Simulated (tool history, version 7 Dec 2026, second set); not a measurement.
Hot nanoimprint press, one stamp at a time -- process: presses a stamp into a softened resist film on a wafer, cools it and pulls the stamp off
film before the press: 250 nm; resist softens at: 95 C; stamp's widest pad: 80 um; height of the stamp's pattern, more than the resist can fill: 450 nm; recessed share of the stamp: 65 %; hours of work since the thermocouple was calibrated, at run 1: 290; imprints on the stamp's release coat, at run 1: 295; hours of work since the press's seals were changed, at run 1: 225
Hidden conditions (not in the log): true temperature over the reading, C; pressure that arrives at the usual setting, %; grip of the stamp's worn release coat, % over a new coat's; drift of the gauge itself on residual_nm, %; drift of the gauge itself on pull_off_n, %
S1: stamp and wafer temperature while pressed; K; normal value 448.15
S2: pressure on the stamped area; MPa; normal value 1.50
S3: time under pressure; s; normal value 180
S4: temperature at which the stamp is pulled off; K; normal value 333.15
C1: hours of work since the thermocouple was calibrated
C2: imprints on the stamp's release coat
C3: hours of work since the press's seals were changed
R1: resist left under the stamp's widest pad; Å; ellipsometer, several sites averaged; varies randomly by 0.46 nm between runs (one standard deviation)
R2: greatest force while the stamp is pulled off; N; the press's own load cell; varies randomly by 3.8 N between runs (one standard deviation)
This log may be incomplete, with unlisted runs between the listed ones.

Run 1, hour 0.0: usual settings; C1 290; C2 295; C3 225. Result: R1 1235 Å, R2 183 N.
Run 2, hour 6.4: usual settings; C1 293; C2 312; C3 228. Result: R1 1237 Å, R2 184 N.
Run 3, hour 19.4: usual settings but S1 449.15 K; C1 299; C2 348; C3 233. Result: R1 1192 Å, R2 180 N.
Run 4, hour 25.8: usual settings but S4 335.15 K; C1 302; C2 365; C3 236. Result: R1 1231 Å, R2 174 N.
Run 5, hour 37.6: usual settings; C1 307; C2 397; C3 241. Result: R1 1224 Å, R2 188 N.
Run 6, hour 47.3: usual settings; C1 311; C2 423; C3 246. Result: R1 1232 Å, R2 182 N.
Run 7, hour 58.4: usual settings; C1 316; C2 453; C3 251. Result: R1 1233 Å, R2 182 N.
Run 8, hour 63.9: usual settings; C1 319; C2 468; C3 253. Result: R1 1233 Å, R2 182 N.
Run 9, hour 73.7: usual settings; C1 323; C2 495; C3 258. Result: R1 1226 Å, R2 187 N.
Run 10, hour 87.3: usual settings; C1 329; C2 531; C3 263. Result: R1 1228 Å, R2 181 N.
Run 11, hour 94.6: usual settings; C1 332; C2 551; C3 267. Result: R1 1225 Å, R2 183 N.
Run 12, hour 108.1: usual settings; C1 338; C2 588; C3 273. Result: R1 1221 Å, R2 188 N.
Run 13, hour 114.0: usual settings but S1 440.15 K, S2 2.23 MPa, S3 358 s, S4 335.15 K; C1 341; C2 604; C3 275. Result: R1 1079 Å, R2 175 N.
Run 14, hour 123.6: usual settings but S1 439.15 K, S2 1.63 MPa, S3 308 s, S4 331.15 K; C1 345; C2 630; C3 280. Result: R1 1374 Å, R2 190 N.
Run 15, hour 130.3: usual settings but S1 449.15 K, S2 1.58 MPa, S3 143 s, S4 319.15 K; C1 348; C2 648; C3 283. Result: R1 1245 Å, R2 222 N.
Run 16, hour 142.0: usual settings but S1 444.15 K, S2 1.58 MPa, S3 143 s, S4 329.15 K; C1 353; C2 680; C3 288. Result: R1 1460 Å, R2 191 N.

Forecast each of these 4 alternatives for the next run:
Run A, hour 148.4: usual settings but S1 444.15 K, S2 1.58 MPa, S3 140 s, S4 339.15 K; C1 356; C2 697; C3 291. Result: R1 ?, R2 ?.
Run B, hour 148.4: usual settings but S1 444.15 K, S2 1.85 MPa, S3 284 s, S4 331.15 K; C1 356; C2 697; C3 291. Result: R1 ?, R2 ?.
Run C, hour 148.4: usual settings but S1 444.15 K, S2 0.96 MPa, S3 143 s, S4 329.15 K; C1 356; C2 697; C3 291. Result: R1 ?, R2 ?.
Run D, hour 148.4: usual settings but S1 437.15 K, S2 1.58 MPa, S3 128 s, S4 329.15 K; C1 356; C2 697; C3 291. Result: R1 ?, R2 ?.

run    R1   R2
  A  1475  166
  B  1088  194
  C  1802  196
  D  1868  195
The same runs, with their run-to-run variation unchanged, on a tool lacking any hidden condition would have given:
run    R1   R2
  A  1495  165
  B  1104  193
  C  1826  194
  D  1893  194
